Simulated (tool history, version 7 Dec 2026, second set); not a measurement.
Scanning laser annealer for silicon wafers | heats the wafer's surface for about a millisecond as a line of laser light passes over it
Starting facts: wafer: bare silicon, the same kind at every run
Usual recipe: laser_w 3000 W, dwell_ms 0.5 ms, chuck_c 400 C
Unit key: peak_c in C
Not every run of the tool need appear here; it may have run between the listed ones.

| run | hour | laser_w | dwell_ms | chuck_c | peak_c |
|---|---|---|---|---|---|
| 1 | 0 | 3000 | 0.5 | 400 | 1214 |
| 2 | 51.2 | 3000 | 0.5 | 400 | 1214 |
| 3 | 133.6 | 3000 | 0.5 | 400 | 1214 |
| 4 | 215.2 | 3000 | 0.5 | 400 | 1214 |
| 5 | 252.1 | 3000 | 0.5 | 400 | 1215 |
| 6 | 319.6 | 3000 | 0.5 | 400 | 1209 |
| 7 | 400 | 3000 | 0.5 | 400 | 1230 |
| 8 | 457.7 | 3000 | 0.5 | 400 | 1225 |
| 9 | 495.1 | 3000 | 0.5 | 400 | 1228 |
| 10 | 569.7 | 3000 | 0.5 | 400 | 1223 |
| 11 | 617.2 | 3000 | 0.5 | 400 | 1227 |
| 12 | 682.8 | 3000 | 0.5 | 400 | 1219 |
| 13 | 764.1 | 3000 | 0.5 | 400 | 1233 |
| 14 | 807.1 | 3000 | 0.5 | 400 | 1237 |
| 15 | 880.5 | 3000 | 0.5 | 400 | 1238 |
| 16 | 957.3 | 3000 | 0.5 | 400 | 1230 |
| 17 | 1018.4 | 3000 | 0.5 | 400 | 1232 |
| 18 | 1059.3 | 3000 | 0.427 | 400 | 1163 |
| 19 | 1134.1 | 3000 | 0.427 | 400 | 1158 |
| 20 | 1184.1 | 3000 | 0.427 | 400 | 1160 |
| 21 | 1257.5 | 3180 | 0.5 | 400 | 1275 |
| 22 | 1325.4 | 2602 | 0.383 | 406 | 1029 |
| 23 | 1360.1 | 2602 | 0.517 | 406 | 1141 |
| 24 | 1408.2 | 2602 | 0.517 | 406 | 1134 |
| 25 | 1457.4 | 3071 | 0.484 | 434 | 1261 |
| 26 | 1513.7 | 3180 | 0.542 | 426 | 1335 |
| 27 | 1586.4 | 3241 | 0.366 | 432 | 1179 |
| 28 | 1661.5 | 2727 | 0.537 | 438 | 1241 |
| 29 | 1717.2 | 2866 | 0.602 | 436 | 1325 |
| 30 | 1752.6 | 2891 | 0.398 | 436 | 1152 |
| 31 | 1827.3 | 2891 | 0.398 | 436 | 1150 |
| 32 | 1901.5 | 2974 | 0.398 | 397 | 1132 |
| 33 | 1951.5 | 2974 | 0.482 | 369 | 1168 |
| 34 | 1990.3 | 2685 | 0.563 | 376 | 1163 |
| 35 | 2040.1 | 3000 | 0.454 | 389 | 1169 |
| 36 | 2085.8 | 3000 | 0.454 | 389 | 1165 |
| 37 | 2132.2 | 3130 | 0.433 | 397 | 1183 |
| 38 | 2216.7 | 3132 | 0.518 | 362 | 1233 |
| 39 | 2252.1 | 2893 | 0.617 | 378 | 1263 |
| 40 | 2320.2 | 3216 | 0.567 | 396 | 1330 |
| 41 | 2396.3 | 3119 | 0.433 | 434 | 1216 |
| 42 | 2435.8 | 3119 | 0.433 | 383 | 1166 |

Not shown: 4 entries that the log had between the listed runs. Between which runs, and how does the tool's hidden state differ before and after?
Logged between run 6 and run 7: window over the wafer cleaned (hour 328.2)
  light that passes the window, % of a clean one's: 97.28 -> 99.56; laser's true power over the reading, %: 1.43 -> 1.47; width of the line over the set one, %: 3.88 -> 4.01
  measured less the result without the state, peak_c: -23 -> -5 C
Logged between run 12 and run 13: optics aligned, line set to its width (hour 739.9)
  light that passes the window, % of a clean one's: 98.97 -> 98.8; laser's true power over the reading, %: 1.59 -> 1.63; width of the line over the set one, %: 4.42 -> 0.15
  measured less the result without the state, peak_c: -10 -> +2 C
Logged between run 27 and run 28: window over the wafer cleaned (hour 1648.7)
  light that passes the window, % of a clean one's: 97.07 -> 99.85; laser's true power over the reading, %: 1.98 -> 2.02; width of the line over the set one, %: 1.36 -> 1.47
  measured less the result without the state, peak_c: -11 -> +10 C
Logged between run 32 and run 33: laser's power meter calibrated (hour 1924)
  light that passes the window, % of a clean one's: 99.33 -> 99.24; laser's true power over the reading, %: 2.12 -> 0.25; width of the line over the set one, %: 1.8 -> 1.86
  measured less the result without the state, peak_c: +5 -> -10 C
